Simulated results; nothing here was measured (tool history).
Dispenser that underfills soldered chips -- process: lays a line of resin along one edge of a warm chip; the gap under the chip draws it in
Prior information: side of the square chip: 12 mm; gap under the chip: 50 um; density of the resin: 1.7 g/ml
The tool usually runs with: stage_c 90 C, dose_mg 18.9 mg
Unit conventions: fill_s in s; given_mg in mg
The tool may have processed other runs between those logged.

run	hour	stage_c	dose_mg	fill_s	given_mg
1	0	90	18.9	103.6	18.2
# hour 3.3: new syringe of resin
2	11	90	18.9	96.2	18.03
# hour 16.2: new syringe of resin
# hour 22.2: dispensing valve cleaned and set on the balance
3	25.7	90	18.9	98.6	18.89
# hour 30.6: new syringe of resin
4	37.7	90	18.9	94.4	18.87
# hour 44: new syringe of resin
5	48.9	90	18.9	85.5	18.81
# hour 56.9: new syringe of resin
6	60.2	90	18.9	79.4	18.69
7	67.8	90	18.9	108.4	18.68
# hour 69.3: new syringe of resin
8	79.7	93	17	98.2	16.68
# hour 82.2: new syringe of resin
9	86.7	93	17	79.8	16.75
# hour 94.9: new syringe of resin
10	95.8	93	17	67.4	16.58
# hour 107.6: new syringe of resin
11	111.7	90	21.9	80.4	21.28
# hour 120.3: new syringe of resin
12	121.1	90	21.9	73.1	21.32
# hour 132.9: new syringe of resin
13	137.2	90	20.7	83.9	19.92
# hour 145.6: new syringe of resin
14	151.9	90	20.7	93.1	19.91

3 ways to go on from here, each from the tool as it stands after run 14. What would each give?
# hour 158.7: new syringe of resin
# hour 162.5: dispensing valve cleaned and set on the balance
A	162.5	78	22.4	?	?
# hour 158.7: new syringe of resin
# hour 162.5: dispensing valve cleaned and set on the balance
B	162.5	94	18.4	?	?
# hour 158.7: new syringe of resin
# hour 162.5: dispensing valve cleaned and set on the balance
C	162.5	81	20.7	?	?

run	fill_s	given_mg
A	129.4	22.45
B	71.1	18.32
C	116	20.77
Without the tool's hidden state the same runs would have given:
run	fill_s	given_mg
A	108.6	22.48
B	59.8	18.34
C	97.4	20.8

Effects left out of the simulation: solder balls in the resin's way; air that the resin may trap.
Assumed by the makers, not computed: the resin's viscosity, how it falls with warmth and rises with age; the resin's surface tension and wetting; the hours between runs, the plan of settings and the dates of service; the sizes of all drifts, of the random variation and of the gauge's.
